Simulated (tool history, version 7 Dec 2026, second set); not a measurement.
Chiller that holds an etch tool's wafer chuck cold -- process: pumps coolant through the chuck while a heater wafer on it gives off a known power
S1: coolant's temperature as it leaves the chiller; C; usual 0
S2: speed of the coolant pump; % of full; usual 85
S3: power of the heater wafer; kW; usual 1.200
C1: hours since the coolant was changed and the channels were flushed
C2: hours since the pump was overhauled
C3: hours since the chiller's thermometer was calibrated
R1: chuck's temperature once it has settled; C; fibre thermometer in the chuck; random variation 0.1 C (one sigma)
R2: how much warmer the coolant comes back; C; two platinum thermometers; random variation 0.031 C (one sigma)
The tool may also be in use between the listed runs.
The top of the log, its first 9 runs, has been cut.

run 10 day=27.275 | S1=0 S2=85 S3=1.176 | C1=3206 C2=856 C3=4823 | R1=11.9 R2=2.79
run 11 day=29.200 | S1=0 S2=85 S3=1.176 | C1=3253 C2=902 C3=4870 | R1=11.9 R2=2.82
run 12 day=32.712 | S1=0 S2=85 S3=0.761 | C1=3337 C2=986 C3=4954 | R1=8.3 R2=1.84
-- day=36.533 coolant changed, channels flushed
run 13 day=37.088 | S1=0 S2=85 S3=1.200 | C1=13 C2=1085 C3=5053 | R1=10.1 R2=2.85
run 14 day=40.046 | S1=0 S2=85 S3=1.200 | C1=84 C2=1156 C3=5124 | R1=10.2 R2=2.83
run 15 day=43.192 | S1=0 S2=61 S3=1.200 | C1=160 C2=1232 C3=5199 | R1=12.5 R2=3.94
run 16 day=45.288 | S1=0 S2=61 S3=1.200 | C1=210 C2=1282 C3=5250 | R1=12.7 R2=3.98
run 17 day=47.704 | S1=1 S2=96 S3=0.824 | C1=268 C2=1340 C3=5308 | R1=8.1 R2=1.74
run 18 day=50.125 | S1=1 S2=96 S3=0.824 | C1=326 C2=1398 C3=5366 | R1=8.1 R2=1.74
-- day=51.667 chiller's thermometer calibrated
run 19 day=52.238 | S1=1 S2=96 S3=0.824 | C1=376 C2=1448 C3=14 | R1=6.7 R2=1.76
run 20 day=55.804 | S1=0 S2=62 S3=1.597 | C1=462 C2=1534 C3=99 | R1=14.9 R2=5.17
run 21 day=59.096 | S1=0 S2=62 S3=1.597 | C1=541 C2=1613 C3=178 | R1=14.9 R2=5.26
run 22 day=63.262 | S1=6 S2=85 S3=1.420 | C1=640 C2=1713 C3=278 | R1=16.9 R2=3.36
run 23 day=66.442 | S1=6 S2=85 S3=1.420 | C1=717 C2=1789 C3=355 | R1=17.0 R2=3.36
run 24 day=69.529 | S1=1 S2=85 S3=1.200 | C1=791 C2=1863 C3=429 | R1=10.6 R2=2.87
run 25 day=72.017 | S1=1 S2=85 S3=1.200 | C1=851 C2=1923 C3=488 | R1=10.4 R2=2.89
run 26 day=76.650 | S1=4 S2=85 S3=1.200 | C1=962 C2=2034 C3=600 | R1=13.6 R2=2.83
run 27 day=78.675 | S1=4 S2=68 S3=0.770 | C1=1010 C2=2083 C3=648 | R1=11.1 R2=2.29
run 28 day=80.617 | S1=10 S2=85 S3=1.200 | C1=1057 C2=2129 C3=695 | R1=19.6 R2=2.88
run 29 day=83.988 | S1=10 S2=85 S3=1.200 | C1=1138 C2=2210 C3=776 | R1=19.4 R2=2.94
run 30 day=87.583 | S1=8 S2=85 S3=1.200 | C1=1224 C2=2296 C3=862 | R1=17.7 R2=2.91
run 31 day=91.496 | S1=9 S2=85 S3=1.082 | C1=1318 C2=2390 C3=956 | R1=18.0 R2=2.57

Here are 5 independent what-if runs from the current tool condition. What would each one return?
run A day=94.529 | S1=6 S2=78 S3=0.907 | C1=1391 C2=2463 C3=1029 | R1=? R2=?
run B day=94.529 | S1=4 S2=85 S3=0.708 | C1=1391 C2=2463 C3=1029 | R1=? R2=?
run C day=94.529 | S1=-6 S2=85 S3=0.617 | C1=1391 C2=2463 C3=1029 | R1=? R2=?
run D day=94.529 | S1=10 S2=90 S3=1.200 | C1=1391 C2=2463 C3=1029 | R1=? R2=?
run E day=94.529 | S1=9 S2=85 S3=1.036 | C1=1391 C2=2463 C3=1029 | R1=? R2=?

run=A R1=13.9 R2=2.39
run=B R1=9.9 R2=1.69
run=C R1=-0.7 R2=1.46
run=D R1=19.3 R2=2.73
run=E R1=17.8 R2=2.51
The same runs, with their run-to-run variation unchanged, on a tool lacking any hidden condition would have given:
run=A R1=12.9 R2=2.32
run=B R1=9.1 R2=1.64
run=C R1=-1.4 R2=1.42
run=D R1=18.2 R2=2.66
run=E R1=16.8 R2=2.44

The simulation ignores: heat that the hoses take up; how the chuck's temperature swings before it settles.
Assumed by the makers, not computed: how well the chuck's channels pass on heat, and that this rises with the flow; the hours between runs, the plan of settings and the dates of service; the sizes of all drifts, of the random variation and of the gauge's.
